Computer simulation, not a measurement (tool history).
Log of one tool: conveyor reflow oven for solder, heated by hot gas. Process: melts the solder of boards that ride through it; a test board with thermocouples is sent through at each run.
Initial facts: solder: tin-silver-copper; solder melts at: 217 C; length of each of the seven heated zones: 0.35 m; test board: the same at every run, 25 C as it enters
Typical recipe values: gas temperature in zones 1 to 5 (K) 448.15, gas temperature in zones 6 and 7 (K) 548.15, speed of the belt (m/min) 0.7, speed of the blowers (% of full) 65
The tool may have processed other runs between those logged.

run   hour  gas temperature in zones 1 to 5 (K)  gas temperature in zones 6 and 7 (K)  speed of the belt (m/min)  speed of the blowers (% of full)  highest temperature of the board (K)  time above the solder's melting point (s)
  1      0                               448.15                                548.15                        0.7                                65                                528.35                                       46.1
  2   40.1                               448.15                                548.15                        0.7                                65                                528.25                                       46.4
  3   66.6                               448.15                                548.15                        0.7                                65                                528.25                                       46.5
  4   97.9                               448.15                                548.15                        0.7                                83                                532.15                                       48.4
  5  132.2                               448.15                                548.15                        0.7                                83                                532.05                                       48.7
  6  159.2                               448.15                                548.15                        0.7                                62                                527.35                                       45.6
  7  187.6                               448.15                                548.15                        0.7                                62                                527.35                                       45.5
  8  228.8                               441.15                                548.15                        0.7                                65                                526.35                                       43.3
  9    259                               441.15                                548.15                        0.7                                65                                526.75                                       43.2
 10  280.5                               441.15                                548.15                        0.7                                65                                526.45                                       43.2
 11  306.2                               448.15                                548.15                        0.7                                65                                527.85                                       46.1
 12  341.9                               448.15                                548.15                      0.632                                65                                531.35                                       53.8
 13  372.4                               448.15                                548.15                      0.632                                65                                531.25                                       53.4
 14    391                               448.15                                548.15                      0.632                                65                                531.65                                       53.9
 15  411.3                               448.15                                548.15                      0.632                                65                                531.75                                       53.4
 16  434.3                               448.15                                548.15                      0.632                                65                                531.45                                       53.4
 17  471.4                               439.15                                549.15                      0.563                                85                                538.25                                       62.1
 18  510.5                               438.15                                548.15                      0.793                                82                                524.45                                         36
     517.6  -- belt drive overhauled, speed set with a stopwatch
     545.9  -- flux residue cleaned out of gas plates and filters
 19  553.8                               462.15                                548.15                      0.793                                82                                531.25                                       46.3
 20  586.4                               462.15                                548.15                      0.793                                82                                531.35                                       46.4
 21  613.4                               462.15                                548.15                      0.793                                82                                531.05                                       46.5
 22  638.3                               440.15                                552.15                      0.777                                60                                524.65                                       37.2
 23  665.5                               440.15                                552.15                      0.777                                60                                524.45                                       37.2
 24  685.7                               455.15                                547.15                       0.73                                73                                529.75                                       47.5
 25  712.6                               440.15                                548.15                      0.711                                65                                526.55                                       42.7
 26  738.2                               444.15                                541.15                      0.632                                56                                523.35                                       47.6
     767.4  -- belt drive overhauled, speed set with a stopwatch, once more
 27  782.3                               444.15                                541.15                      0.632                                56                                522.95                                       46.1
 28  820.6                               444.15                                554.15                      0.632                                56                                533.65                                       52.9
 29  848.1                               456.15                                548.15                        0.7                                65                                530.05                                       49.1
 30  875.4                               456.15                                548.15                        0.7                                65                                529.55                                       48.9
 31  899.7                               448.15                                548.15                        0.7                                81                                531.55                                       47.9

3 ways to go on from here, each from the tool as it stands after run 31. What would each give?
  A  932.1                               451.15                                548.15                        0.7                                74                                     ?                                          ?
  B  932.1                               458.15                                548.15                        0.7                                65                                     ?                                          ?
  C  932.1                               448.15                                537.15                        0.7                                83                                     ?                                          ?

run  highest temperature of the board (K)  time above the solder's melting point (s)
  A                                530.85                                       48.2
  B                                530.15                                       49.9
  C                                522.45                                         43
With no hidden state in the tool, these same runs would have given:
run  highest temperature of the board (K)  time above the solder's melting point (s)
  A                                530.65                                       48.2
  B                                529.85                                       49.8
  C                                522.15                                       43.1

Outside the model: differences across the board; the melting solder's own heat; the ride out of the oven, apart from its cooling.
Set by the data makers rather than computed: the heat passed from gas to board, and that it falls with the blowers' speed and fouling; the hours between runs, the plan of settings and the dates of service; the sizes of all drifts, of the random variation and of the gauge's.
